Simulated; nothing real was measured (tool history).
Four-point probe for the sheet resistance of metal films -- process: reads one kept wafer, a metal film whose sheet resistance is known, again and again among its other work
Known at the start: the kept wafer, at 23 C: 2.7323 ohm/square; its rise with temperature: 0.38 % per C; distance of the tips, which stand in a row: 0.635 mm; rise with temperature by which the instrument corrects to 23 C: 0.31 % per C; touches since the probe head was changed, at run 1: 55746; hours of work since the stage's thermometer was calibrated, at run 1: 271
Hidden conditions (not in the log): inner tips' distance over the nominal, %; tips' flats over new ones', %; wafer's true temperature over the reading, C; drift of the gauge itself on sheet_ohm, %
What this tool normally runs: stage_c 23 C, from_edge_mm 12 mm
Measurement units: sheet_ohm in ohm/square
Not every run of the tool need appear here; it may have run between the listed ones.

run     day  stage_c  from_edge_mm  touches since the probe head was changed  hours of work since the stage's thermometer was calibrated  sheet_ohm
  1   0.000       23            12                                     55746                                                         271   2.734117
  2   0.908       23            12                                     56709                                                         282   2.735474
  3   2.412       23            12                                     58308                                                         300   2.735196
  4   4.300       23            12                                     60318                                                         324   2.733971
  5   5.892       23            12                                     62009                                                         343   2.733530
  6   7.425       23            54                                     63637                                                         362   2.728894
  7   8.504       23            12                                     64785                                                         376   2.732706
  8  10.425       23            12                                     66825                                                         399   2.732297
  9  11.925       23             5                                     68423                                                         418   2.752724
 10  13.662       23             5                                     70268                                                         439   2.751018
 11  14.917       23            12                                     71599                                                         455   2.730754
 12  16.808       23            12                                     73613                                                         478   2.729241
 13  18.100       23            12                                     74983                                                         494   2.730196
 14  19.262       31            21                                     76218                                                         508   2.742787
 15  21.346       22            37                                     78434                                                         534   2.723933
 16  23.196       20            41                                     80402                                                         557   2.719398
 17  24.979       27            75                                     82298                                                         579   2.731773
 18  25.950       27            75                                     83326                                                         590   2.731652
 19  27.100       27            75                                     84550                                                         605   2.731714
 20  28.308       22            32                                     85833                                                         619   2.721940
 21  29.496       23            56                                     87096                                                         634   2.723003
 22  30.483       30             4                                     88147                                                         646   2.773044
 23  31.442       28            12                                     89166                                                         658   2.736768
 24  32.717       28            15                                     90521                                                         674   2.734288
 25  34.750       28            15                                     92681                                                         699   2.734888
 26  35.942       32            12                                     93948                                                         714   2.742181

Consider 4 possible next runs. They are alternatives, not a sequence: every one starts from the tool as it was left by run 26. What does each give?
  A  37.792       32            10                                     95916                                                         736          ?
  B  37.792       21            10                                     95916                                                         736          ?
  C  37.792       18            12                                     95916                                                         736          ?
  D  37.792       23            52                                     95916                                                         736          ?

run  sheet_ohm
  A   2.743343
  B   2.724181
  C   2.714594
  D   2.721959
The same runs, with their run-to-run variation unchanged, on a tool lacking any hidden condition would have given:
run  sheet_ohm
  A   2.754617
  B   2.735433
  C   2.725822
  D   2.733193

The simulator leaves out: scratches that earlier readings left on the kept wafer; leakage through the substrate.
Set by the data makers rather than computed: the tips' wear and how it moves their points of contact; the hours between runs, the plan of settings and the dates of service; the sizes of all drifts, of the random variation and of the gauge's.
